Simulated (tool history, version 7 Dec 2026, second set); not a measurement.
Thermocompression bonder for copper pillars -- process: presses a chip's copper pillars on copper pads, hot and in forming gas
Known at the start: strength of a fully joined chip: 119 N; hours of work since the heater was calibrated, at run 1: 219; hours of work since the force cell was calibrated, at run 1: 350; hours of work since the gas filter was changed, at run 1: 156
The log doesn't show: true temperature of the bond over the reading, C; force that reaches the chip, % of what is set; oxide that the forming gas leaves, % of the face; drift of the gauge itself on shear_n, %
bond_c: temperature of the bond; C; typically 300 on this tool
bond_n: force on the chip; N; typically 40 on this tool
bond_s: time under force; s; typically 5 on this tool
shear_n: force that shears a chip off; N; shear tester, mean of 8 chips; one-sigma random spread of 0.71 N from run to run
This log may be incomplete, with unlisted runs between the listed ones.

| run | day | bond_c | bond_n | bond_s | hours of work since the heater was calibrated | hours of work since the force cell was calibrated | hours of work since the gas filter was changed | shear_n |
|---|---|---|---|---|---|---|---|---|
| 1 | 0.000 | 300 | 40 | 5 | 219 | 350 | 156 | 45.7 |
| 2 | 1.029 | 300 | 40 | 5 | 237 | 368 | 174 | 46.7 |
| 3 | 1.492 | 300 | 40 | 12 | 245 | 376 | 182 | 63.5 |
| 4 | 2.325 | 300 | 40 | 5 | 259 | 391 | 196 | 44.6 |
| 5 | 3.033 | 300 | 40 | 5 | 271 | 403 | 209 | 46.0 |
| 6 | 3.792 | 300 | 40 | 5 | 284 | 416 | 222 | 45.8 |
| 7 | 4.246 | 300 | 40 | 5 | 292 | 424 | 230 | 47.2 |
| 8 | 5.329 | 300 | 40 | 5 | 311 | 443 | 248 | 45.4 |
| 9 | 5.912 | 300 | 48 | 5 | 321 | 453 | 259 | 55.3 |
| 10 | 7.004 | 300 | 48 | 5 | 340 | 472 | 277 | 55.3 |
| 11 | 8.100 | 300 | 48 | 5 | 359 | 490 | 296 | 54.9 |
| 12 | 8.762 | 300 | 52 | 5 | 371 | 502 | 308 | 59.3 |
|  | 9.342 | forming gas filter changed |
| 13 | 9.696 | 300 | 40 | 10 | 386 | 518 | 6 | 60.2 |
| 14 | 10.583 | 300 | 40 | 10 | 402 | 533 | 22 | 62.0 |
| 15 | 11.250 | 300 | 40 | 10 | 413 | 545 | 33 | 59.8 |
| 16 | 12.254 | 300 | 40 | 10 | 431 | 562 | 50 | 60.2 |
| 17 | 12.812 | 300 | 40 | 6 | 440 | 572 | 60 | 48.2 |
| 18 | 13.650 | 300 | 40 | 6 | 455 | 586 | 75 | 49.7 |
| 19 | 14.667 | 288 | 40 | 6 | 472 | 604 | 92 | 41.7 |
| 20 | 15.196 | 300 | 40 | 5 | 481 | 613 | 101 | 46.3 |
| 21 | 16.117 | 300 | 46 | 3 | 497 | 629 | 117 | 44.0 |
| 22 | 17.208 | 300 | 37 | 4 | 516 | 648 | 136 | 37.5 |
| 23 | 18.112 | 300 | 55 | 12 | 532 | 663 | 152 | 82.7 |
| 24 | 18.575 | 300 | 55 | 12 | 540 | 671 | 160 | 82.0 |
| 25 | 19.283 | 300 | 55 | 12 | 552 | 684 | 172 | 80.9 |
| 26 | 20.071 | 281 | 46 | 12 | 566 | 697 | 186 | 57.1 |
| 27 | 20.696 | 295 | 38 | 13 | 577 | 708 | 196 | 56.0 |
| 28 | 21.471 | 288 | 39 | 10 | 590 | 721 | 210 | 48.4 |
| 29 | 21.971 | 288 | 39 | 10 | 599 | 730 | 218 | 47.4 |
| 30 | 22.871 | 280 | 30 | 13 | 614 | 746 | 234 | 35.3 |
| 31 | 23.421 | 319 | 38 | 3 | 624 | 755 | 243 | 43.2 |
| 32 | 23.996 | 319 | 38 | 3 | 634 | 765 | 253 | 43.2 |
| 33 | 24.671 | 312 | 56 | 3 | 645 | 777 | 265 | 60.2 |
| 34 | 25.704 | 312 | 56 | 3 | 663 | 795 | 283 | 59.1 |
| 35 | 26.812 | 291 | 49 | 3 | 682 | 814 | 302 | 39.8 |
|  | 27.688 | forming gas filter changed |
| 36 | 27.725 | 273 | 55 | 3 | 698 | 829 | 1 | 36.1 |
| 37 | 28.512 | 322 | 56 | 5 | 711 | 843 | 14 | 79.4 |
| 38 | 29.383 | 328 | 59 | 9 | 726 | 858 | 29 | 96.3 |
| 39 | 30.012 | 309 | 32 | 5 | 737 | 869 | 40 | 39.1 |

5 options for the next run, each taken on its own from the tool as it stands now. Forecast them:
| A | 30.804 | 295 | 32 | 12 | 751 | 882 | 54 | ? |
| B | 30.804 | 309 | 47 | 3 | 751 | 882 | 54 | ? |
| C | 30.804 | 309 | 52 | 5 | 751 | 882 | 54 | ? |
| D | 30.804 | 328 | 40 | 11 | 751 | 882 | 54 | ? |
| E | 30.804 | 300 | 37 | 8 | 751 | 882 | 54 | ? |

| run | shear_n |
|---|---|
| A | 45.8 |
| B | 49.2 |
| C | 63.7 |
| D | 78.1 |
| E | 49.6 |
What these runs would have given with no unlogged condition in the tool:
| run | shear_n |
|---|---|
| A | 51.7 |
| B | 55.1 |
| C | 70.3 |
| D | 84.6 |
| E | 55.7 |

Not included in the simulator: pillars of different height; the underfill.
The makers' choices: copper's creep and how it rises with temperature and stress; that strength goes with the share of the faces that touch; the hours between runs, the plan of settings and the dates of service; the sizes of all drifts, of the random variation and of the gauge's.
